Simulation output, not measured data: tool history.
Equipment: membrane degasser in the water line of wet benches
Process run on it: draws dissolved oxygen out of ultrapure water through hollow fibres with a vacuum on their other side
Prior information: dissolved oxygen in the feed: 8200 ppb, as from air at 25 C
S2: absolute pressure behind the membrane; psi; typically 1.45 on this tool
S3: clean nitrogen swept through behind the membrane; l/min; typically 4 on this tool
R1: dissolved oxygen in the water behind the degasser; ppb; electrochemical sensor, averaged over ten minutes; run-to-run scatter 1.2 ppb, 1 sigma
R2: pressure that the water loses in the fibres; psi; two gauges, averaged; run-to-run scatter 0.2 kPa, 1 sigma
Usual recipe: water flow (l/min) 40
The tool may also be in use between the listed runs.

Run 1, day 0: usual settings. Result: R1 171.6 ppb, R2 7.001 psi.
Run 2, day 4.283: usual settings but S2 1.78 psi. Result: R1 223.1 ppb, R2 7.018 psi.
Run 3, day 6.642: usual settings but S2 1.78 psi. Result: R1 222 ppb, R2 7.008 psi.
Run 4, day 9.792: usual settings but S2 1.78 psi. Result: R1 224.7 ppb, R2 6.988 psi.
Run 5, day 14.258: usual settings but water flow (l/min) 61. Result: R1 287.7 ppb, R2 10.694 psi.
At day 16.275: seals of the vacuum lines changed.
Run 6, day 17.379: usual settings but water flow (l/min) 61. Result: R1 284.8 ppb, R2 10.714 psi.
Run 7, day 21.821: usual settings but water flow (l/min) 61. Result: R1 286.3 ppb, R2 10.779 psi.
Run 8, day 24.383: usual settings but water flow (l/min) 61. Result: R1 287.5 ppb, R2 10.785 psi.
Run 9, day 27.112: usual settings but water flow (l/min) 26, S2 1.52 psi, S3 7.32 l/min. Result: R1 67.9 ppb, R2 4.583 psi.
Run 10, day 29.638: usual settings but water flow (l/min) 26, S2 1.52 psi, S3 7.32 l/min. Result: R1 66.4 ppb, R2 4.522 psi.
Run 11, day 32.129: usual settings but water flow (l/min) 26, S2 2.86 psi, S3 7.32 l/min. Result: R1 146.1 ppb, R2 4.59 psi.
Run 12, day 35.217: usual settings but water flow (l/min) 35, S2 3.51 psi, S3 9.41 l/min. Result: R1 192.9 ppb, R2 6.184 psi.
Run 13, day 37.629: usual settings but water flow (l/min) 35, S2 2.7 psi, S3 9.41 l/min. Result: R1 144.9 ppb, R2 6.192 psi.
Run 14, day 41.308: usual settings but water flow (l/min) 59, S2 1.1 psi, S3 1.87 l/min. Result: R1 348.1 ppb, R2 10.45 psi.
Run 15, day 45.688: usual settings but water flow (l/min) 33, S2 2.71 psi, S3 7.33 l/min. Result: R1 173.1 ppb, R2 5.79 psi.

4 options for the next run, each taken on its own from the tool as it stands now. Forecast them:
At day 49.892: vacuum gauge calibrated.
Run A, day 50.033: usual settings but S3 3.19 l/min. Result: R1 ?, R2 ?.
At day 49.892: vacuum gauge calibrated.
Run B, day 50.033: usual settings but water flow (l/min) 27, S2 0.9 psi, S3 2.26 l/min. Result: R1 ?, R2 ?.
At day 49.892: vacuum gauge calibrated.
Run C, day 50.033: usual settings but S2 1.15 psi, S3 2.07 l/min. Result: R1 ?, R2 ?.
At day 49.892: vacuum gauge calibrated.
Run D, day 50.033: usual settings but water flow (l/min) 53, S2 1.04 psi, S3 7.33 l/min. Result: R1 ?, R2 ?.

run     R1     R2
  A  199.8  7.095
  B   83.4  4.805
  C  206.3  7.118
  D   92.8  9.384
Without the tool's hidden state the same runs would have given:
run     R1     R2
  A  197.3  6.682
  B   82.8  4.525
  C  203.6  6.707
  D   85.2  8.837
